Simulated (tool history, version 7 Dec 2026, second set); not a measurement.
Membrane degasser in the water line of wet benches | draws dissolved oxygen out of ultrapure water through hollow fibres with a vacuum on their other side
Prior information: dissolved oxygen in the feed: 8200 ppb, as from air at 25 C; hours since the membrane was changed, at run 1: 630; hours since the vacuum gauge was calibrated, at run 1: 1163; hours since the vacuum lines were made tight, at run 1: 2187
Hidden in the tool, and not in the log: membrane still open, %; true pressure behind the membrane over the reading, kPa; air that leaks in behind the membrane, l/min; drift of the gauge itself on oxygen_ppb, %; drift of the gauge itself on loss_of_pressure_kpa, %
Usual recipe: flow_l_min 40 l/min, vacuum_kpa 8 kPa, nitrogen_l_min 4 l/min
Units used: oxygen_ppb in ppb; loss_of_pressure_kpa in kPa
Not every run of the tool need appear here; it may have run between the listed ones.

run,hour,flow_l_min,vacuum_kpa,nitrogen_l_min,hours since the membrane was changed,hours since the vacuum gauge was calibrated,hours since the vacuum lines were made tight,oxygen_ppb,loss_of_pressure_kpa
1,0,40,8,4,630,1163,2187,114.8,57
2,88,40,8,4,718,1251,2275,118.7,56.72
3,218.9,40,8,4,849,1382,2406,116.7,57.26
4,336.4,40,8,4,967,1499,2523,116.1,56.76
5,429.3,40,8,4,1059,1592,2616,118.3,57.15
6,547.5,40,8,4,1178,1710,2734,116.9,57.35
7,663.9,47,8,4,1294,1827,2851,142.2,67.52
8,810.4,25,8,4,1441,1973,2997,71.8,35.86
9,911.2,36,8,4,1541,2074,3098,104.6,51.32
10,1100.4,36,8,4,1731,2263,3287,105.3,51.38
11,1205.7,36,8,4,1836,2368,3392,105.2,50.88
12,1344.2,40,8,4,1974,2507,3531,118.3,57.24
13,1516.4,35,10.95,8.28,2147,2679,3703,81.9,49.8
14,1701.3,56,8,5.86,2331,2864,3888,137.3,80.05
15,1833.9,56,8,5.86,2464,2997,4021,137.8,80
16,1995.2,56,8,5.86,2625,3158,4182,137.9,79.59
17,2173.1,56,8,5.86,2803,3336,4360,138.8,79.83
18,2334.1,40,4.96,10.01,2964,3497,4521,22.6,56.79
# hour 2349.1: seals of the vacuum lines changed
19,2526,40,9.83,5.07,3154,3687,177,129.5,56.88
20,2686.3,40,9.83,5.07,3315,3847,337,129,57.21
21,2809,25,8,4,3437,3970,460,73.2,35.89
22,2947.5,40,8,9,3576,4108,598,56.4,56.88
23,3040.1,40,8,9,3668,4201,691,56.4,57.22
24,3181.4,51,15.1,10.66,3810,4342,832,157,72.98

For each entry between runs, how does the tool's hidden state at the last listed run before it compare with that at the first listed run after it?
Logged between run 18 and run 19: seals of the vacuum lines changed (hour 2349.1)
  membrane still open, %: 100 -> 99.9; air that leaks in behind the membrane, l/min: 0.0024 -> 0.002
